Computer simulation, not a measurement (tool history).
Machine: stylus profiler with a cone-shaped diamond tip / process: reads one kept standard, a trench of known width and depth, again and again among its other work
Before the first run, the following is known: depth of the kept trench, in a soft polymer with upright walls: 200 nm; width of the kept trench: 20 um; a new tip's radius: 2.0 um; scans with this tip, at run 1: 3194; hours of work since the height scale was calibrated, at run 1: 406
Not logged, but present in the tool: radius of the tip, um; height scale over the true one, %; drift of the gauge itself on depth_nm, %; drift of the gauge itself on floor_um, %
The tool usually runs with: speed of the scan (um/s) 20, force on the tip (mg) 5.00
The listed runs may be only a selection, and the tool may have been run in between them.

| run | hour | speed of the scan (um/s) | force on the tip (mg) | scans with this tip | hours of work since the height scale was calibrated | depth of the trench (Å) | width of the trench's floor (µm) |
|---|---|---|---|---|---|---|---|
| 1 | 0.0 | 20 | 5.00 | 3194 | 406 | 2028.8 | 18.21 |
| 2 | 24.8 | 55 | 5.00 | 3350 | 426 | 2029.3 | 18.04 |
| 3 | 59.1 | 55 | 5.00 | 3566 | 453 | 2030.8 | 18.07 |
| 4 | 103.3 | 55 | 5.00 | 3843 | 488 | 2028.9 | 18.10 |
| 5 | 126.9 | 55 | 5.00 | 3992 | 507 | 2027.3 | 18.09 |
| 6 | 163.5 | 55 | 5.00 | 4222 | 536 | 2027.1 | 18.09 |
| 7 | 205.5 | 7 | 5.00 | 4486 | 570 | 2031.2 | 18.25 |
| 8 | 233.8 | 20 | 14.39 | 4664 | 593 | 2060.9 | 18.22 |
| 9 | 264.5 | 20 | 12.72 | 4857 | 617 | 2057.4 | 18.21 |
| 10 | 295.4 | 20 | 12.72 | 5051 | 642 | 2058.2 | 18.18 |
| 11 | 317.3 | 6 | 5.00 | 5189 | 659 | 2029.4 | 18.25 |
| 12 | 342.3 | 6 | 14.48 | 5346 | 679 | 2061.8 | 18.18 |

What does the tool deliver on the next run?
| 13 | 370.1 | 13 | 11.57 | 5521 | 701 | ? | ? |

Run 13 measured depth of the trench (Å) 2052.8, width of the trench's floor (µm) 18.22.
Had the tool carried no hidden state, the very same run would have given depth of the trench (Å) 2052.9, width of the trench's floor (µm) 18.22.
